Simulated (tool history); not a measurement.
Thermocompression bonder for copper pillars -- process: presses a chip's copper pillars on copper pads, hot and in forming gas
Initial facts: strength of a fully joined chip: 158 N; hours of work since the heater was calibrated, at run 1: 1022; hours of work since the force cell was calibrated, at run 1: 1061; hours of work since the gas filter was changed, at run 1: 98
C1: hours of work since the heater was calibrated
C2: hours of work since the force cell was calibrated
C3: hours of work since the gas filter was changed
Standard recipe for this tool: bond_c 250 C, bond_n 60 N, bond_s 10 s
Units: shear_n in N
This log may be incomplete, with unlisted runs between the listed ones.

run 1 hour=0.0 | bond_c=250 bond_n=60 bond_s=10 | C1=1022 C2=1061 C3=98 | shear_n=105.0
run 2 hour=26.8 | bond_c=250 bond_n=60 bond_s=10 | C1=1041 C2=1080 C3=117 | shear_n=103.4
run 3 hour=57.5 | bond_c=250 bond_n=60 bond_s=10 | C1=1062 C2=1102 C3=139 | shear_n=102.8
run 4 hour=76.8 | bond_c=270 bond_n=60 bond_s=10 | C1=1076 C2=1115 C3=152 | shear_n=117.1
run 5 hour=107.7 | bond_c=270 bond_n=60 bond_s=10 | C1=1098 C2=1137 C3=174 | shear_n=114.2
run 6 hour=144.9 | bond_c=270 bond_n=60 bond_s=10 | C1=1124 C2=1163 C3=201 | shear_n=114.4
-- hour=155.3 forming gas filter changed
run 7 hour=174.8 | bond_c=270 bond_n=60 bond_s=10 | C1=1145 C2=1184 C3=14 | shear_n=119.8
run 8 hour=194.6 | bond_c=270 bond_n=52 bond_s=10 | C1=1159 C2=1198 C3=28 | shear_n=115.0
run 9 hour=214.6 | bond_c=270 bond_n=52 bond_s=8 | C1=1173 C2=1212 C3=42 | shear_n=106.2
run 10 hour=244.7 | bond_c=270 bond_n=52 bond_s=8 | C1=1195 C2=1234 C3=63 | shear_n=108.1
run 11 hour=278.4 | bond_c=270 bond_n=52 bond_s=8 | C1=1219 C2=1258 C3=87 | shear_n=105.8
run 12 hour=305.7 | bond_c=270 bond_n=50 bond_s=8 | C1=1238 C2=1277 C3=107 | shear_n=103.0
run 13 hour=335.4 | bond_c=270 bond_n=50 bond_s=8 | C1=1259 C2=1298 C3=128 | shear_n=102.8
run 14 hour=365.6 | bond_c=270 bond_n=50 bond_s=8 | C1=1280 C2=1319 C3=149 | shear_n=101.9
run 15 hour=399.7 | bond_c=270 bond_n=50 bond_s=8 | C1=1305 C2=1344 C3=173 | shear_n=101.4
run 16 hour=435.0 | bond_c=236 bond_n=60 bond_s=10 | C1=1329 C2=1368 C3=198 | shear_n=85.2
-- hour=447.7 forming gas filter changed
run 17 hour=459.2 | bond_c=236 bond_n=60 bond_s=10 | C1=1346 C2=1385 C3=8 | shear_n=91.3
run 18 hour=499.8 | bond_c=236 bond_n=60 bond_s=10 | C1=1375 C2=1414 C3=37 | shear_n=89.9
run 19 hour=517.4 | bond_c=236 bond_n=60 bond_s=10 | C1=1387 C2=1426 C3=49 | shear_n=88.8
run 20 hour=554.7 | bond_c=236 bond_n=60 bond_s=10 | C1=1414 C2=1453 C3=76 | shear_n=87.8
run 21 hour=581.4 | bond_c=254 bond_n=60 bond_s=14 | C1=1433 C2=1472 C3=95 | shear_n=112.1
-- hour=603.3 force cell calibrated
run 22 hour=610.4 | bond_c=223 bond_n=60 bond_s=8 | C1=1452 C2=5 C3=114 | shear_n=72.1
run 23 hour=629.3 | bond_c=250 bond_n=69 bond_s=10 | C1=1466 C2=18 C3=128 | shear_n=107.0
run 24 hour=657.1 | bond_c=250 bond_n=51 bond_s=8 | C1=1485 C2=38 C3=147 | shear_n=86.8
run 25 hour=687.0 | bond_c=250 bond_n=51 bond_s=8 | C1=1507 C2=59 C3=168 | shear_n=86.7
run 26 hour=708.5 | bond_c=250 bond_n=51 bond_s=8 | C1=1522 C2=75 C3=184 | shear_n=84.2
-- hour=724.7 heater calibrated with a thermocouple chip
run 27 hour=734.9 | bond_c=250 bond_n=51 bond_s=8 | C1=7 C2=92 C3=201 | shear_n=96.6
-- hour=744.2 forming gas filter changed
run 28 hour=768.4 | bond_c=266 bond_n=87 bond_s=8 | C1=31 C2=115 C3=17 | shear_n=132.9
run 29 hour=788.6 | bond_c=225 bond_n=60 bond_s=10 | C1=45 C2=130 C3=31 | shear_n=92.4
run 30 hour=820.2 | bond_c=279 bond_n=75 bond_s=14 | C1=67 C2=152 C3=54 | shear_n=144.3
run 31 hour=856.7 | bond_c=271 bond_n=43 bond_s=14 | C1=93 C2=178 C3=80 | shear_n=124.2
run 32 hour=880.6 | bond_c=264 bond_n=38 bond_s=11 | C1=110 C2=195 C3=97 | shear_n=105.6
run 33 hour=905.8 | bond_c=264 bond_n=38 bond_s=11 | C1=128 C2=212 C3=114 | shear_n=103.7
run 34 hour=937.1 | bond_c=264 bond_n=38 bond_s=11 | C1=150 C2=235 C3=137 | shear_n=104.7
run 35 hour=962.0 | bond_c=264 bond_n=38 bond_s=11 | C1=168 C2=252 C3=154 | shear_n=103.5
run 36 hour=987.5 | bond_c=264 bond_n=38 bond_s=11 | C1=186 C2=270 C3=172 | shear_n=102.2
run 37 hour=1028.3 | bond_c=264 bond_n=38 bond_s=11 | C1=215 C2=299 C3=201 | shear_n=101.3
-- hour=1037.0 forming gas filter changed
run 38 hour=1062.2 | bond_c=250 bond_n=52 bond_s=12 | C1=238 C2=323 C3=18 | shear_n=113.2
run 39 hour=1103.5 | bond_c=224 bond_n=55 bond_s=19 | C1=268 C2=352 C3=47 | shear_n=104.7

Same runs, no hidden state in the tool, same run-to-run variation:
Unlogged tool condition in this case: true temperature of the bond over the reading, C; force that reaches the chip, % of what is set; oxide that the forming gas leaves, % of the face; drift of the gauge itself on shear_n, %.
run=1 shear_n=117.4
run=2 shear_n=116.5
run=3 shear_n=116.9
run=4 shear_n=131.0
run=5 shear_n=129.0
run=6 shear_n=130.4
run=7 shear_n=129.0
run=8 shear_n=125.5
run=9 shear_n=117.5
run=10 shear_n=120.5
run=11 shear_n=119.0
run=12 shear_n=117.2
run=13 shear_n=118.1
run=14 shear_n=118.1
run=15 shear_n=118.6
run=16 shear_n=104.0
run=17 shear_n=104.5
run=18 shear_n=104.3
run=19 shear_n=103.6
run=20 shear_n=103.6
run=21 shear_n=127.4
run=22 shear_n=86.6
run=23 shear_n=122.4
run=24 shear_n=102.5
run=25 shear_n=103.3
run=26 shear_n=101.3
run=27 shear_n=103.5
run=28 shear_n=134.1
run=29 shear_n=94.0
run=30 shear_n=147.4
run=31 shear_n=128.5
run=32 shear_n=110.3
run=33 shear_n=109.1
run=34 shear_n=111.1
run=35 shear_n=110.6
run=36 shear_n=110.1
run=37 shear_n=110.5
run=38 shear_n=116.1
run=39 shear_n=109.0

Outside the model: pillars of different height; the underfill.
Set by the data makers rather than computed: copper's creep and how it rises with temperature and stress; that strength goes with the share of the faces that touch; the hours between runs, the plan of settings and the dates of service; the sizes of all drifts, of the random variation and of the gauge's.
